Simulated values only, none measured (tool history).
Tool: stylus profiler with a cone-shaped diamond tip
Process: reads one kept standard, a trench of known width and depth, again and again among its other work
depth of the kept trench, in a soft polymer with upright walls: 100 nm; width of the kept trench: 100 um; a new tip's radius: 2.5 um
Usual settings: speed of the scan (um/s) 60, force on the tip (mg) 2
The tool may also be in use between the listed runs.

run,hour,speed of the scan (um/s),force on the tip (mg),depth of the trench (Å),width of the trench's floor (nm)
1,0,60,2,1012.7,98250
2,14.5,60,3.6,1018.8,98290
3,31.9,76,2,1012.9,98160
4,57.1,76,2,1013,98110
5,79.8,60,1.38,1010.4,98200
6,108.1,60,1.38,1010.3,98170
7,127.6,60,1.38,1010.5,98150
8,154.9,60,1.38,1010.1,98150
9,188.4,60,1.38,1010.4,98090
10,215.8,153,1.38,1010.4,97570
11,245.8,80,1.38,1010.5,98030
12,268.2,80,1.38,1010.4,98060
13,282.1,60,2,1013,98170
14,301.3,60,2,1013.1,98230
15,323.9,60,2,1013.2,98180
16,341.1,143,2,1013.3,97780
17,355.5,60,2,1012.9,98140
18,381.6,40,2.82,1016.1,98320
19,399.2,147,0.81,1007.7,97400
20,413.3,80,2.58,1015.3,98120
21,436.4,208,0.82,1008.1,96820
22,466.5,104,1.41,1010.6,97840

The next listed run, before its measurement:
# hour 477: height scale calibrated on a step standard
23,499.5,147,0.94,?,?

Run 23 gave depth of the trench (Å) 1007.2, width of the trench's floor (nm) 97400.
Without the tool's hidden state the same run would have given depth of the trench (Å) 1007.5, width of the trench's floor (nm) 97520.

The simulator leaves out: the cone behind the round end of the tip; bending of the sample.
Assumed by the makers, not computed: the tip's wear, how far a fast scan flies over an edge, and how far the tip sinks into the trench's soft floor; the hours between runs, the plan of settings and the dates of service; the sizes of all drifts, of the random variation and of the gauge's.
